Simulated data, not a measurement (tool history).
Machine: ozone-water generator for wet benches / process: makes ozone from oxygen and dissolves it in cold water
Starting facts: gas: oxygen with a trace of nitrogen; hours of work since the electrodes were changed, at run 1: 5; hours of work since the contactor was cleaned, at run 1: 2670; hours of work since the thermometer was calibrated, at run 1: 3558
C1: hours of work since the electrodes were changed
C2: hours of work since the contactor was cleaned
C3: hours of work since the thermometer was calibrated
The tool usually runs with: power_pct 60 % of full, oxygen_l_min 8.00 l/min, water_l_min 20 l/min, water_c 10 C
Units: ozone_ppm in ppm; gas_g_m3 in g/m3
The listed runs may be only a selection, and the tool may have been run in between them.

{"run": 1, "day": 0.0, "power_pct": 60, "oxygen_l_min": 8.0, "water_l_min": 20, "water_c": 10, "C1": 5, "C2": 2670, "C3": 3558, "ozone_ppm": 32.9, "gas_g_m3": 243.8}
{"run": 2, "day": 4.162, "power_pct": 60, "oxygen_l_min": 8.0, "water_l_min": 20, "water_c": 10, "C1": 70, "C2": 2735, "C3": 3623, "ozone_ppm": 33.0, "gas_g_m3": 245.1}
{"run": 3, "day": 8.054, "power_pct": 60, "oxygen_l_min": 8.0, "water_l_min": 20, "water_c": 10, "C1": 131, "C2": 2796, "C3": 3684, "ozone_ppm": 33.4, "gas_g_m3": 246.0}
{"run": 4, "day": 12.067, "power_pct": 60, "oxygen_l_min": 8.0, "water_l_min": 20, "water_c": 10, "C1": 193, "C2": 2859, "C3": 3747, "ozone_ppm": 32.9, "gas_g_m3": 243.8}
{"run": 5, "day": 16.529, "power_pct": 60, "oxygen_l_min": 8.0, "water_l_min": 20, "water_c": 10, "C1": 263, "C2": 2929, "C3": 3817, "ozone_ppm": 33.2, "gas_g_m3": 244.3}
{"run": 6, "day": 22.196, "power_pct": 60, "oxygen_l_min": 8.0, "water_l_min": 20, "water_c": 10, "C1": 352, "C2": 3017, "C3": 3906, "ozone_ppm": 33.2, "gas_g_m3": 245.7}
{"run": 7, "day": 26.846, "power_pct": 82, "oxygen_l_min": 8.0, "water_l_min": 20, "water_c": 10, "C1": 425, "C2": 3090, "C3": 3979, "ozone_ppm": 42.6, "gas_g_m3": 315.5}
{"run": 8, "day": 30.596, "power_pct": 82, "oxygen_l_min": 8.0, "water_l_min": 20, "water_c": 10, "C1": 484, "C2": 3149, "C3": 4037, "ozone_ppm": 42.3, "gas_g_m3": 314.7}
{"run": 9, "day": 33.754, "power_pct": 82, "oxygen_l_min": 8.0, "water_l_min": 20, "water_c": 10, "C1": 533, "C2": 3198, "C3": 4087, "ozone_ppm": 42.6, "gas_g_m3": 317.9}
{"run": 10, "day": 38.629, "power_pct": 60, "oxygen_l_min": 8.0, "water_l_min": 20, "water_c": 10, "C1": 609, "C2": 3275, "C3": 4163, "ozone_ppm": 32.9, "gas_g_m3": 246.8}
{"run": 11, "day": 42.354, "power_pct": 61, "oxygen_l_min": 8.0, "water_l_min": 20, "water_c": 10, "C1": 668, "C2": 3333, "C3": 4221, "ozone_ppm": 33.2, "gas_g_m3": 249.0}
{"run": 12, "day": 47.229, "power_pct": 60, "oxygen_l_min": 8.0, "water_l_min": 20, "water_c": 10, "C1": 744, "C2": 3409, "C3": 4298, "ozone_ppm": 32.8, "gas_g_m3": 247.8}
{"run": 13, "day": 50.029, "power_pct": 60, "oxygen_l_min": 8.0, "water_l_min": 20, "water_c": 10, "C1": 788, "C2": 3453, "C3": 4342, "ozone_ppm": 33.0, "gas_g_m3": 246.3}
{"run": 14, "day": 52.608, "power_pct": 60, "oxygen_l_min": 8.0, "water_l_min": 20, "water_c": 10, "C1": 828, "C2": 3493, "C3": 4382, "ozone_ppm": 32.9, "gas_g_m3": 245.2}
{"run": 15, "day": 55.175, "power_pct": 60, "oxygen_l_min": 8.0, "water_l_min": 20, "water_c": 10, "C1": 868, "C2": 3534, "C3": 4422, "ozone_ppm": 32.7, "gas_g_m3": 246.5}
{"day": 58.633, "done": "water thermometer calibrated"}
{"run": 16, "day": 60.979, "power_pct": 60, "oxygen_l_min": 4.75, "water_l_min": 20, "water_c": 10, "C1": 959, "C2": 3624, "C3": 37, "ozone_ppm": 31.3, "gas_g_m3": 315.3}
{"run": 17, "day": 64.175, "power_pct": 99, "oxygen_l_min": 8.56, "water_l_min": 20, "water_c": 10, "C1": 1009, "C2": 3674, "C3": 87, "ozone_ppm": 50.0, "gas_g_m3": 359.8}
{"run": 18, "day": 66.854, "power_pct": 99, "oxygen_l_min": 8.56, "water_l_min": 25, "water_c": 11, "C1": 1051, "C2": 3716, "C3": 129, "ozone_ppm": 41.1, "gas_g_m3": 354.3}
{"run": 19, "day": 72.196, "power_pct": 58, "oxygen_l_min": 6.43, "water_l_min": 20, "water_c": 9, "C1": 1135, "C2": 3800, "C3": 212, "ozone_ppm": 32.5, "gas_g_m3": 268.7}
{"run": 20, "day": 74.962, "power_pct": 92, "oxygen_l_min": 8.0, "water_l_min": 29, "water_c": 10, "C1": 1178, "C2": 3843, "C3": 256, "ozone_ppm": 34.4, "gas_g_m3": 350.3}
{"run": 21, "day": 80.15, "power_pct": 74, "oxygen_l_min": 8.0, "water_l_min": 29, "water_c": 10, "C1": 1259, "C2": 3924, "C3": 337, "ozone_ppm": 28.9, "gas_g_m3": 294.8}
{"run": 22, "day": 85.538, "power_pct": 74, "oxygen_l_min": 8.0, "water_l_min": 29, "water_c": 10, "C1": 1343, "C2": 4009, "C3": 421, "ozone_ppm": 28.9, "gas_g_m3": 295.3}
{"run": 23, "day": 90.862, "power_pct": 93, "oxygen_l_min": 10.21, "water_l_min": 20, "water_c": 10, "C1": 1427, "C2": 4092, "C3": 505, "ozone_ppm": 46.9, "gas_g_m3": 315.0}
{"run": 24, "day": 95.521, "power_pct": 93, "oxygen_l_min": 6.51, "water_l_min": 13, "water_c": 10, "C1": 1500, "C2": 4165, "C3": 578, "ozone_ppm": 63.7, "gas_g_m3": 391.4}
{"run": 25, "day": 101.225, "power_pct": 84, "oxygen_l_min": 11.04, "water_l_min": 15, "water_c": 10, "C1": 1589, "C2": 4254, "C3": 667, "ozone_ppm": 52.3, "gas_g_m3": 281.0}
{"run": 26, "day": 104.258, "power_pct": 69, "oxygen_l_min": 8.0, "water_l_min": 20, "water_c": 10, "C1": 1637, "C2": 4302, "C3": 714, "ozone_ppm": 37.0, "gas_g_m3": 276.4}
{"run": 27, "day": 108.958, "power_pct": 73, "oxygen_l_min": 8.0, "water_l_min": 20, "water_c": 10, "C1": 1710, "C2": 4375, "C3": 788, "ozone_ppm": 38.9, "gas_g_m3": 291.2}
{"run": 28, "day": 114.225, "power_pct": 73, "oxygen_l_min": 8.63, "water_l_min": 30, "water_c": 10, "C1": 1793, "C2": 4458, "C3": 870, "ozone_ppm": 27.6, "gas_g_m3": 282.6}
{"run": 29, "day": 120.183, "power_pct": 60, "oxygen_l_min": 8.0, "water_l_min": 22, "water_c": 10, "C1": 1886, "C2": 4551, "C3": 964, "ozone_ppm": 30.5, "gas_g_m3": 247.6}
{"run": 30, "day": 125.954, "power_pct": 87, "oxygen_l_min": 8.0, "water_l_min": 29, "water_c": 10, "C1": 1976, "C2": 4642, "C3": 1054, "ozone_ppm": 32.6, "gas_g_m3": 336.1}
{"run": 31, "day": 128.654, "power_pct": 56, "oxygen_l_min": 8.0, "water_l_min": 14, "water_c": 8, "C1": 2018, "C2": 4684, "C3": 1096, "ozone_ppm": 42.0, "gas_g_m3": 236.7}
{"run": 32, "day": 134.258, "power_pct": 70, "oxygen_l_min": 8.21, "water_l_min": 14, "water_c": 6, "C1": 2106, "C2": 4772, "C3": 1184, "ozone_ppm": 51.8, "gas_g_m3": 280.8}

Below, each run's measurement less what the same run would have read without the hidden state. Both values contain the same run-to-run variation, but the gauge's scatter may not be the same in both:
What the log doesn't record here: yield of the discharge, % of new electrodes'; contactor's efficiency, % of a clean one's; true water temperature over the reading, C; drift of the gauge itself on ozone_ppm, %; drift of the gauge itself on gas_g_m3, %.
run=1 gas_g_m3=-0.1
run=2 gas_g_m3=+0.2
run=3 gas_g_m3=+0.3
run=4 gas_g_m3=+0.5
run=5 gas_g_m3=+0.6
run=6 gas_g_m3=+0.9
run=7 gas_g_m3=+1.3
run=8 gas_g_m3=+1.5
run=9 gas_g_m3=+1.7
run=10 gas_g_m3=+1.5
run=11 gas_g_m3=+1.7
run=12 gas_g_m3=+1.9
run=13 gas_g_m3=+2.0
run=14 gas_g_m3=+2.0
run=15 gas_g_m3=+2.1
run=16 gas_g_m3=+3.0
run=17 gas_g_m3=+3.6
run=18 gas_g_m3=+3.6
run=19 gas_g_m3=+3.0
run=20 gas_g_m3=+4.1
run=21 gas_g_m3=+3.7
run=22 gas_g_m3=+4.0
run=23 gas_g_m3=+4.5
run=24 gas_g_m3=+5.8
run=25 gas_g_m3=+4.4
run=26 gas_g_m3=+4.5
run=27 gas_g_m3=+5.0
run=28 gas_g_m3=+5.0
run=29 gas_g_m3=+4.7
run=30 gas_g_m3=+6.6
run=31 gas_g_m3=+4.8
run=32 gas_g_m3=+5.9
ozone_ppm without the hidden state stays within 0.1 ppm of what was measured, in all runs.
